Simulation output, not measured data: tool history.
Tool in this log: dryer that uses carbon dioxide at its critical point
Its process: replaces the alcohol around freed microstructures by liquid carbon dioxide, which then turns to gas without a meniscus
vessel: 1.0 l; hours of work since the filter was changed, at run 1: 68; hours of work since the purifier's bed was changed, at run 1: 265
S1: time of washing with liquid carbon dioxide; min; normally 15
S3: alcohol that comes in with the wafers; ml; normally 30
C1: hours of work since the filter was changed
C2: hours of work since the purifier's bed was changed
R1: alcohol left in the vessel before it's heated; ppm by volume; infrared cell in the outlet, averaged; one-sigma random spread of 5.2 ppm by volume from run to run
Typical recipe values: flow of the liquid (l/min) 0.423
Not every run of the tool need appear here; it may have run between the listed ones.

{"run": 1, "hour": 0.0, "S1": 15, "flow of the liquid (l/min)": 0.423, "S3": 30, "C1": 68, "C2": 265, "R1": 134}
{"run": 2, "hour": 15.8, "S1": 15, "flow of the liquid (l/min)": 0.423, "S3": 30, "C1": 80, "C2": 276, "R1": 139}
{"run": 3, "hour": 33.2, "S1": 15, "flow of the liquid (l/min)": 0.423, "S3": 101, "C1": 93, "C2": 289, "R1": 401}
{"run": 4, "hour": 46.8, "S1": 15, "flow of the liquid (l/min)": 0.423, "S3": 101, "C1": 102, "C2": 299, "R1": 415}
{"run": 5, "hour": 60.1, "S1": 15, "flow of the liquid (l/min)": 0.31, "S3": 30, "C1": 112, "C2": 308, "R1": 565}
{"run": 6, "hour": 73.2, "S1": 15, "flow of the liquid (l/min)": 0.493, "S3": 30, "C1": 122, "C2": 318, "R1": 81}
{"run": 7, "hour": 85.4, "S1": 15, "flow of the liquid (l/min)": 0.493, "S3": 30, "C1": 131, "C2": 327, "R1": 84}
{"run": 8, "hour": 108.5, "S1": 12, "flow of the liquid (l/min)": 0.423, "S3": 30, "C1": 147, "C2": 344, "R1": 397}
{"run": 9, "hour": 120.8, "S1": 23, "flow of the liquid (l/min)": 0.423, "S3": 30, "C1": 156, "C2": 352, "R1": 50}
{"run": 10, "hour": 143.5, "S1": 23, "flow of the liquid (l/min)": 0.423, "S3": 30, "C1": 173, "C2": 369, "R1": 45}
{"run": 11, "hour": 165.5, "S1": 23, "flow of the liquid (l/min)": 0.423, "S3": 30, "C1": 189, "C2": 385, "R1": 39}
{"run": 12, "hour": 190.5, "S1": 15, "flow of the liquid (l/min)": 0.542, "S3": 30, "C1": 207, "C2": 403, "R1": 66}
{"run": 13, "hour": 210.2, "S1": 15, "flow of the liquid (l/min)": 0.542, "S3": 30, "C1": 221, "C2": 417, "R1": 72}
{"run": 14, "hour": 233.9, "S1": 15, "flow of the liquid (l/min)": 0.542, "S3": 30, "C1": 239, "C2": 435, "R1": 73}
{"run": 15, "hour": 252.4, "S1": 15, "flow of the liquid (l/min)": 0.586, "S3": 30, "C1": 252, "C2": 448, "R1": 68}

Predict the results of run 16:
{"run": 16, "hour": 276.1, "S1": 11, "flow of the liquid (l/min)": 0.432, "S3": 83, "C1": 269, "C2": 465, "R1": "?"}

Run 16 came out at R1 1685 ppm by volume.
Were there no unlogged condition in the tool, this run, its random variation unchanged, would have produced R1 1091 ppm by volume.
